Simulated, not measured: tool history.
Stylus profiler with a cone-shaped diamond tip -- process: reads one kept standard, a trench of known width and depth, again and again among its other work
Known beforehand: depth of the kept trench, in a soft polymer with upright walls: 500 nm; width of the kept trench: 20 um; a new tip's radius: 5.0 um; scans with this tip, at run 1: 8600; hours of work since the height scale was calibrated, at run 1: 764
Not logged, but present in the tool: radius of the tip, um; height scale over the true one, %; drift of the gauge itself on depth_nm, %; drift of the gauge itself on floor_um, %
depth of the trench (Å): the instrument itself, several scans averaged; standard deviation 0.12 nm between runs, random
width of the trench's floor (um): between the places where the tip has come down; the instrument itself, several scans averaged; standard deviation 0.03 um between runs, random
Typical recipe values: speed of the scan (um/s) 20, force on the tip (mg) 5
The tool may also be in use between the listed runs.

run	hour	speed of the scan (um/s)	force on the tip (mg)	scans with this tip	hours of work since the height scale was calibrated	depth of the trench (Å)	width of the trench's floor (um)
1	0	20	5	8600	764	5084.6	15.63
2	14.2	20	5	8685	771	5086.4	15.56
3	30.3	20	5	8781	780	5083.2	15.58
4	42.1	20	5	8852	786	5082.1	15.59
5	63.3	20	1.69	8978	797	5038.2	15.52
6	88.2	20	2.03	9128	811	5047	15.57
7	102.5	25	5	9214	818	5084.1	15.54
8	130.1	20	5	9379	833	5085.1	15.61
9	154.3	20	5	9524	846	5084.2	15.61
10	181.3	7	5	9685	860	5086.3	15.57
11	201.6	7	5	9807	871	5084.1	15.62
12	229.9	7	5	9976	886	5085.2	15.58
13	251.8	7	2.35	10107	898	5051.8	15.6
14	267.9	20	5.52	10204	906	5090.3	15.61
15	282.2	20	5.52	10290	914	5091.9	15.65
16	307.6	20	5.52	10441	927	5089.5	15.59
17	331.2	25	5.52	10583	940	5090	15.6
18	351	20	5	10701	950	5084.7	15.6
19	376.7	20	5	10855	964	5084.5	15.59
20	403.8	53	2.6	11018	978	5055	15.42
21	431.8	45	4.06	11185	993	5073.1	15.54
22	447.1	20	2.46	11277	1001	5050.6	15.55
23	462.7	11	7.87	11370	1010	5113.4	15.62
24	481.1	20	5.95	11481	1019	5096.6	15.52
25	508.1	20	5.95	11642	1034	5094.2	15.55
26	528.5	6	2.02	11764	1045	5047	15.64
27	557.3	18	5.03	11937	1060	5084.8	15.57
# hour 561.8: new tip fitted, height scale calibrated
28	578.7	18	11.21	101	9	5144.9	15.64
29	607.5	40	11.21	274	24	5145.6	15.56
30	623.1	65	5	367	33	5084.1	15.57
31	639.1	9	2.19	463	41	5047	15.66
32	663.2	42	2.31	607	54	5051.8	15.56
33	692.4	6	9.83	782	69	5133.8	15.59
34	707	6	9.83	869	77	5133.4	15.65
35	733.1	6	9.83	1026	91	5132.6	15.63
36	761.5	13	6.15	1196	106	5097.8	15.62
37	781.4	13	6.15	1314	117	5097.7	15.64

What would each run have given without the hidden state, its run-to-run variation left as it was?
run	width of the trench's floor (um)
1	15.66
2	15.58
3	15.6
4	15.62
5	15.55
6	15.6
7	15.57
8	15.64
9	15.63
10	15.59
11	15.65
12	15.61
13	15.63
14	15.64
15	15.68
16	15.62
17	15.63
18	15.63
19	15.62
20	15.45
21	15.57
22	15.59
23	15.65
24	15.55
25	15.58
26	15.68
27	15.61
28	15.64
29	15.56
30	15.57
31	15.66
32	15.56
33	15.59
34	15.65
35	15.64
36	15.62
37	15.64
For depth of the trench (Å), the value without the hidden state is never more than 0.1 from the measured value.
